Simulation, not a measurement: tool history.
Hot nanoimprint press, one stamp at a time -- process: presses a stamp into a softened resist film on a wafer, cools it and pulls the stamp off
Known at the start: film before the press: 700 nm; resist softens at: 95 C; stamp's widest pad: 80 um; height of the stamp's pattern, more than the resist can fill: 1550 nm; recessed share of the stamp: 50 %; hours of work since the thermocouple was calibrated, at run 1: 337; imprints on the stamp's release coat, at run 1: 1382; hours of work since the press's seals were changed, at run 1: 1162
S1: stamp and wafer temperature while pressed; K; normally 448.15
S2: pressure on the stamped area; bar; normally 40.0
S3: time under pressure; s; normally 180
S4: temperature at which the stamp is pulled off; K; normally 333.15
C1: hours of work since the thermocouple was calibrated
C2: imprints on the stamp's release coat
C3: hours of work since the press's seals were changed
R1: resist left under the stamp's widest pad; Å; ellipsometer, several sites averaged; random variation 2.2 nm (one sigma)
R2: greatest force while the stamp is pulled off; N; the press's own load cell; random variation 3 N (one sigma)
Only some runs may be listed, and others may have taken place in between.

Run 1, hour 0.0: usual settings; C1 337; C2 1382; C3 1162. Result: R1 3592 Å, R2 145 N.
At hour 22.9: stamp cleaned and given a new release coat.
Run 2, hour 53.3: usual settings but S3 231 s; C1 370; C2 77; C3 1195. Result: R1 3312 Å, R2 140 N.
Run 3, hour 102.8: usual settings but S3 231 s; C1 405; C2 203; C3 1230. Result: R1 3320 Å, R2 141 N.
Run 4, hour 129.5: usual settings but S3 231 s; C1 423; C2 271; C3 1248. Result: R1 3320 Å, R2 142 N.
Run 5, hour 173.1: usual settings but S3 231 s; C1 454; C2 381; C3 1279. Result: R1 3285 Å, R2 141 N.
Run 6, hour 220.3: usual settings but S3 231 s, S4 325.15 K; C1 487; C2 501; C3 1312. Result: R1 3285 Å, R2 161 N.
At hour 269.3: plate thermocouple calibrated.
At hour 277.3: press's hydraulic seals changed and the load cell set to zero.
Run 7, hour 283.3: usual settings but S3 231 s, S4 325.15 K; C1 4; C2 633; C3 4. Result: R1 3321 Å, R2 159 N.
Run 8, hour 333.9: usual settings but S3 231 s, S4 325.15 K; C1 40; C2 762; C3 40. Result: R1 3284 Å, R2 166 N.
Run 9, hour 366.3: usual settings but S3 231 s, S4 325.15 K; C1 63; C2 845; C3 63. Result: R1 3305 Å, R2 161 N.
Run 10, hour 405.5: usual settings but S1 453.15 K, S2 31.9 bar, S3 231 s, S4 325.15 K; C1 90; C2 944; C3 90. Result: R1 3014 Å, R2 161 N.
Run 11, hour 463.1: usual settings but S2 56.0 bar, S3 264 s; C1 131; C2 1090; C3 131. Result: R1 2684 Å, R2 146 N.
Run 12, hour 522.3: usual settings but S2 32.1 bar, S3 303 s; C1 172; C2 1241; C3 172. Result: R1 3233 Å, R2 147 N.
Run 13, hour 568.1: usual settings but S4 326.15 K; C1 204; C2 1357; C3 204. Result: R1 3628 Å, R2 162 N.
At hour 601.6: stamp cleaned and given a new release coat.
Run 14, hour 622.4: usual settings but S2 31.9 bar, S3 271 s, S4 326.15 K; C1 238; C2 53; C3 238. Result: R1 3381 Å, R2 156 N.
Run 15, hour 661.9: usual settings but S2 31.9 bar, S3 271 s, S4 326.15 K; C1 266; C2 153; C3 266. Result: R1 3382 Å, R2 161 N.
Run 16, hour 699.4: usual settings but S1 457.15 K, S2 33.8 bar, S3 182 s, S4 326.15 K; C1 292; C2 249; C3 292. Result: R1 2822 Å, R2 156 N.

Branching from run 16: 5 alternative next runs. What would each branch give?
Run A, hour 743.8: usual settings but S2 28.1 bar, S3 104 s, S4 330.15 K; C1 324; C2 361; C3 324. Result: R1 ?, R2 ?.
Run B, hour 743.8: usual settings but S1 457.15 K, S2 37.4 bar, S3 248 s, S4 321.15 K; C1 324; C2 361; C3 324. Result: R1 ?, R2 ?.
Run C, hour 743.8: usual settings but S4 330.15 K; C1 324; C2 361; C3 324. Result: R1 ?, R2 ?.
Run D, hour 743.8: usual settings but S2 33.8 bar, S3 182 s, S4 326.15 K; C1 324; C2 361; C3 324. Result: R1 ?, R2 ?.
Run E, hour 743.8: usual settings but S1 458.15 K; C1 324; C2 361; C3 324. Result: R1 ?, R2 ?.

run    R1   R2
  A  4833  151
  B  2342  174
  C  3609  153
  D  3817  156
  E  2559  148
With the hidden condition removed and each run's random variation left untouched, the same runs would have given:
run    R1   R2
  A  4828  151
  B  2338  173
  C  3603  152
  D  3811  156
  E  2554  148

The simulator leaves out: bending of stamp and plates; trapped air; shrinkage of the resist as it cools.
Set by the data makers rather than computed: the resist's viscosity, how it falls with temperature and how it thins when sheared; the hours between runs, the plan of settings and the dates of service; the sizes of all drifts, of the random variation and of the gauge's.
